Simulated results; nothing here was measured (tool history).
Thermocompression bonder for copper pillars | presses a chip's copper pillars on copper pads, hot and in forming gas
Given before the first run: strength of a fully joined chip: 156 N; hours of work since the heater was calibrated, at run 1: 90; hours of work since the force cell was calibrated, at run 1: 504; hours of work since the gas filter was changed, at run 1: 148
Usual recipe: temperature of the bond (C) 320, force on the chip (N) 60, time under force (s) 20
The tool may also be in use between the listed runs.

run,hour,temperature of the bond (C),force on the chip (N),time under force (s),hours of work since the heater was calibrated,hours of work since the force cell was calibrated,hours of work since the gas filter was changed,force that shears a chip off (N)
1,0.0,320,60,20,90,504,148,71.6
2,11.8,320,60,20,97,510,154,72.3
3,21.1,320,60,20,101,515,159,71.4
4,29.1,320,60,20,106,519,163,70.5
5,38.4,320,60,20,111,524,168,71.0
6,46.6,320,60,20,115,529,172,71.1
7,53.3,320,60,20,118,532,176,71.7
8,61.6,320,60,12,123,536,180,58.3
9,66.9,320,60,52,126,539,183,96.5
10,74.4,320,60,13,130,543,187,61.3
11,80.9,331,60,46,133,547,190,98.9
12,86.8,340,48,41,136,550,193,92.1
# hour 89.9: heater calibrated with a thermocouple chip
13,98.1,340,36,11,4,555,198,48.7
14,109.7,320,60,43,10,561,204,90.9
15,116.2,320,77,43,14,564,208,102.8
16,125.2,320,77,43,19,569,213,101.1
17,132.8,320,77,43,23,573,217,99.9
# hour 144.9: heater calibrated with a thermocouple chip, once more
18,144.9,305,79,20,0,578,222,72.2
19,155.2,305,81,18,5,584,227,70.3
20,164.7,305,81,18,10,589,232,69.0

Predict each of these 3 candidate next runs independently; none follows another, all start after run 20:
A,174.1,343,57,17,15,594,237,?
B,174.1,305,74,41,15,594,237,?
C,174.1,320,74,57,15,594,237,?

run,force that shears a chip off (N)
A,72.9
B,84.6
C,103.4
Without the tool's unlogged condition, the same runs would have read:
run,force that shears a chip off (N)
A,82.9
B,96.0
C,116.6

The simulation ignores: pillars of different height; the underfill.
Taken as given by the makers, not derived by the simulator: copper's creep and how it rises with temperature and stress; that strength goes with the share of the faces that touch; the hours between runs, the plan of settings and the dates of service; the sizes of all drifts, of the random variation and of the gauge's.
